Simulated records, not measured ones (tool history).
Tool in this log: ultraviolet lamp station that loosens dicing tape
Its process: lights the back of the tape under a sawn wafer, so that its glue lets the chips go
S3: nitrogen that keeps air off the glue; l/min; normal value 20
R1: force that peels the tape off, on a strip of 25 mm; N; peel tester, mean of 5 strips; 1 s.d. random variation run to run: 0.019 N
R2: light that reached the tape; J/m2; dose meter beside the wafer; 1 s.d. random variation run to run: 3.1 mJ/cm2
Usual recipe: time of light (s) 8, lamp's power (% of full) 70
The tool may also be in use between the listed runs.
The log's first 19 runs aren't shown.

-- hour=1021.9 window cleaned of glue's vapour
run 20 hour=1055.7 | time_of_light_(s)=8 lamp's_power_(%_of_full)=84 S3=20 | R1=0.618 R2=5590
run 21 hour=1105.7 | time_of_light_(s)=11 lamp's_power_(%_of_full)=70 S3=20 | R1=0.443 R2=6380
run 22 hour=1175.9 | time_of_light_(s)=11 lamp's_power_(%_of_full)=70 S3=20 | R1=0.427 R2=6480
run 23 hour=1248.6 | time_of_light_(s)=11 lamp's_power_(%_of_full)=87 S3=28 | R1=0.220 R2=7980
run 24 hour=1281.6 | time_of_light_(s)=5 lamp's_power_(%_of_full)=88 S3=12 | R1=2.046 R2=3680
run 25 hour=1341.3 | time_of_light_(s)=5 lamp's_power_(%_of_full)=94 S3=32 | R1=0.936 R2=3900
run 26 hour=1401.4 | time_of_light_(s)=5 lamp's_power_(%_of_full)=94 S3=32 | R1=0.909 R2=3910
run 27 hour=1445.9 | time_of_light_(s)=5 lamp's_power_(%_of_full)=94 S3=32 | R1=0.924 R2=3910
run 28 hour=1500.5 | time_of_light_(s)=5 lamp's_power_(%_of_full)=70 S3=20 | R1=2.198 R2=2920
-- hour=1540.9 window cleaned of glue's vapour
run 29 hour=1542.7 | time_of_light_(s)=5 lamp's_power_(%_of_full)=70 S3=20 | R1=2.230 R2=2920
run 30 hour=1610.9 | time_of_light_(s)=5 lamp's_power_(%_of_full)=70 S3=20 | R1=2.222 R2=2930
run 31 hour=1681.1 | time_of_light_(s)=4 lamp's_power_(%_of_full)=70 S3=20 | R1=2.985 R2=2340
run 32 hour=1749.8 | time_of_light_(s)=4 lamp's_power_(%_of_full)=70 S3=20 | R1=2.973 R2=2310
run 33 hour=1792.0 | time_of_light_(s)=4 lamp's_power_(%_of_full)=66 S3=9 | R1=4.542 R2=2170
run 34 hour=1848.6 | time_of_light_(s)=4 lamp's_power_(%_of_full)=66 S3=9 | R1=4.389 R2=2220
run 35 hour=1880.1 | time_of_light_(s)=9 lamp's_power_(%_of_full)=61 S3=12 | R1=1.412 R2=4590
run 36 hour=1916.2 | time_of_light_(s)=8 lamp's_power_(%_of_full)=85 S3=20 | R1=0.576 R2=5690
run 37 hour=1968.0 | time_of_light_(s)=8 lamp's_power_(%_of_full)=85 S3=20 | R1=0.591 R2=5690
run 38 hour=2015.2 | time_of_light_(s)=8 lamp's_power_(%_of_full)=63 S3=8 | R1=2.220 R2=4230
-- hour=2061.8 window cleaned of glue's vapour
run 39 hour=2061.8 | time_of_light_(s)=8 lamp's_power_(%_of_full)=77 S3=14 | R1=0.993 R2=5150
run 40 hour=2103.3 | time_of_light_(s)=5 lamp's_power_(%_of_full)=80 S3=9 | R1=2.851 R2=3320
run 41 hour=2169.1 | time_of_light_(s)=8 lamp's_power_(%_of_full)=65 S3=13 | R1=1.439 R2=4370
run 42 hour=2242.0 | time_of_light_(s)=8 lamp's_power_(%_of_full)=65 S3=6 | R1=2.562 R2=4350
run 43 hour=2281.2 | time_of_light_(s)=5 lamp's_power_(%_of_full)=70 S3=9 | R1=3.326 R2=2950
run 44 hour=2313.0 | time_of_light_(s)=11 lamp's_power_(%_of_full)=86 S3=10 | R1=0.510 R2=7940

What if the next run were any one of these 3? Each begins from the tool's condition after run 44:
-- hour=2344.0 lamp changed
run A hour=2383.2 | time_of_light_(s)=8 lamp's_power_(%_of_full)=64 S3=20 | R1=? R2=?
-- hour=2344.0 lamp changed
run B hour=2383.2 | time_of_light_(s)=11 lamp's_power_(%_of_full)=82 S3=17 | R1=? R2=?
-- hour=2344.0 lamp changed
run C hour=2383.2 | time_of_light_(s)=14 lamp's_power_(%_of_full)=90 S3=14 | R1=? R2=?

run=A R1=1.043 R2=4280
run=B R1=0.368 R2=7510
run=C R1=0.224 R2=10420
With no hidden state in the tool, these same runs would have given:
run=A R1=1.042 R2=4280
run=B R1=0.368 R2=7510
run=C R1=0.224 R2=10420
